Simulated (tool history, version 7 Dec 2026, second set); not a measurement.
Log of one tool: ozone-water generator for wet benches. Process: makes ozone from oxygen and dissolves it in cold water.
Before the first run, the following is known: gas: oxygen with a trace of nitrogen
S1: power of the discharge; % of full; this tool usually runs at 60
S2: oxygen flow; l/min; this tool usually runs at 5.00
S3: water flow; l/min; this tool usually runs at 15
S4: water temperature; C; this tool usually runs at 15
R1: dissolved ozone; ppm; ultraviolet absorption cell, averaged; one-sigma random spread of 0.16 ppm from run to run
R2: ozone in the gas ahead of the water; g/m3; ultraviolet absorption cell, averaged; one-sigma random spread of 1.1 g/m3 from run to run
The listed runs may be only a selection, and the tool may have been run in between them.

run,hour,S1,S2,S3,S4,R1,R2
1,0.0,60,5.00,15,15,19.4,195.1
2,117.5,60,5.00,15,15,19.7,195.0
3,223.2,60,5.00,15,15,19.2,192.4
4,341.3,60,5.00,15,15,19.2,191.4
5,436.9,60,2.82,15,15,20.1,281.4
6,522.7,60,5.00,14,15,20.4,192.4
7,652.5,60,5.00,14,15,20.0,191.7
# hour 755.2: water thermometer calibrated
8,794.7,60,5.00,14,15,20.2,189.2
9,976.4,60,5.00,14,15,20.1,188.9
10,1059.2,60,5.00,14,15,20.0,190.7
11,1170.6,60,5.00,14,15,19.7,188.3
12,1321.5,60,5.00,14,15,19.7,187.8
13,1447.4,98,5.00,14,15,29.2,276.9
14,1562.1,98,5.00,14,15,29.0,274.9
15,1680.7,98,5.38,14,15,28.2,261.1
16,1754.9,60,5.00,15,15,18.7,186.6
17,1858.4,60,5.00,15,15,18.3,187.4

What does the tool deliver on the next run?
18,2030.7,72,7.09,15,10,?,?

Run 18 measured R1 21.4 ppm, R2 168.0 g/m3.
Had the tool carried no hidden state, the very same run would have given R1 23.2 ppm, R2 178.4 g/m3.
